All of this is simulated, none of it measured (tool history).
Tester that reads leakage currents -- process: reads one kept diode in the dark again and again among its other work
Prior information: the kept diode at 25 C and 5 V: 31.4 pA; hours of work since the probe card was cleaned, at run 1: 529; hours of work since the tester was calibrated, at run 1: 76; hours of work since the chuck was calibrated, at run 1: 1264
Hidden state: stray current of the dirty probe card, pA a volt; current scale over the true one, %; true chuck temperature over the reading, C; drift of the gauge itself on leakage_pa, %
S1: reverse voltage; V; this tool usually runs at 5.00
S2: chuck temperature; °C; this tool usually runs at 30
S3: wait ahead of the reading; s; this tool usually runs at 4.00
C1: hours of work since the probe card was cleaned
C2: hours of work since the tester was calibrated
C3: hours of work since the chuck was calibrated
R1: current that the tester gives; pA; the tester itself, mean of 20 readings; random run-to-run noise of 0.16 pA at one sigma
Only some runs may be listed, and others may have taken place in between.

{"run": 1, "hour": 0.0, "S1": 5.0, "S2": 30, "S3": 4.0, "C1": 529, "C2": 76, "C3": 1264, "R1": 45.45}
{"run": 2, "hour": 24.6, "S1": 5.0, "S2": 30, "S3": 4.0, "C1": 539, "C2": 86, "C3": 1274, "R1": 45.5}
{"run": 3, "hour": 53.0, "S1": 5.0, "S2": 30, "S3": 4.0, "C1": 551, "C2": 98, "C3": 1286, "R1": 45.07}
{"run": 4, "hour": 82.0, "S1": 5.0, "S2": 30, "S3": 4.0, "C1": 563, "C2": 110, "C3": 1298, "R1": 45.4}
{"run": 5, "hour": 116.6, "S1": 5.0, "S2": 30, "S3": 4.0, "C1": 577, "C2": 124, "C3": 1312, "R1": 45.52}
{"run": 6, "hour": 143.0, "S1": 5.0, "S2": 30, "S3": 4.0, "C1": 588, "C2": 135, "C3": 1323, "R1": 45.23}
{"run": 7, "hour": 161.8, "S1": 5.0, "S2": 30, "S3": 4.0, "C1": 595, "C2": 143, "C3": 1331, "R1": 45.3}
{"hour": 165.8, "done": "tester calibrated"}
{"run": 8, "hour": 197.4, "S1": 5.0, "S2": 30, "S3": 4.0, "C1": 609, "C2": 13, "C3": 1345, "R1": 45.42}
{"run": 9, "hour": 216.2, "S1": 5.0, "S2": 30, "S3": 3.87, "C1": 617, "C2": 21, "C3": 1352, "R1": 45.14}
{"run": 10, "hour": 233.2, "S1": 13.39, "S2": 30, "S3": 3.87, "C1": 624, "C2": 28, "C3": 1359, "R1": 77.06}

Predict each of these 4 candidate next runs independently; none follows another, all start after run 10:
{"run": "A", "hour": 258.0, "S1": 13.39, "S2": 26, "S3": 3.87, "C1": 634, "C2": 38, "C3": 1370, "R1": "?"}
{"run": "B", "hour": 258.0, "S1": 6.62, "S2": 29, "S3": 3.64, "C1": 634, "C2": 38, "C3": 1370, "R1": "?"}
{"run": "C", "hour": 258.0, "S1": 7.37, "S2": 48, "S3": 0.71, "C1": 634, "C2": 38, "C3": 1370, "R1": "?"}
{"run": "D", "hour": 258.0, "S1": 5.0, "S2": 24, "S3": 1.47, "C1": 634, "C2": 38, "C3": 1370, "R1": "?"}

run=A R1=54.18
run=B R1=47.94
run=C R1=258.36
run=D R1=26.84
Take away the tool's hidden state, keep each run's random variation, and the runs would have read:
run=A R1=58.34
run=B R1=52.93
run=C R1=288.47
run=D R1=29.34

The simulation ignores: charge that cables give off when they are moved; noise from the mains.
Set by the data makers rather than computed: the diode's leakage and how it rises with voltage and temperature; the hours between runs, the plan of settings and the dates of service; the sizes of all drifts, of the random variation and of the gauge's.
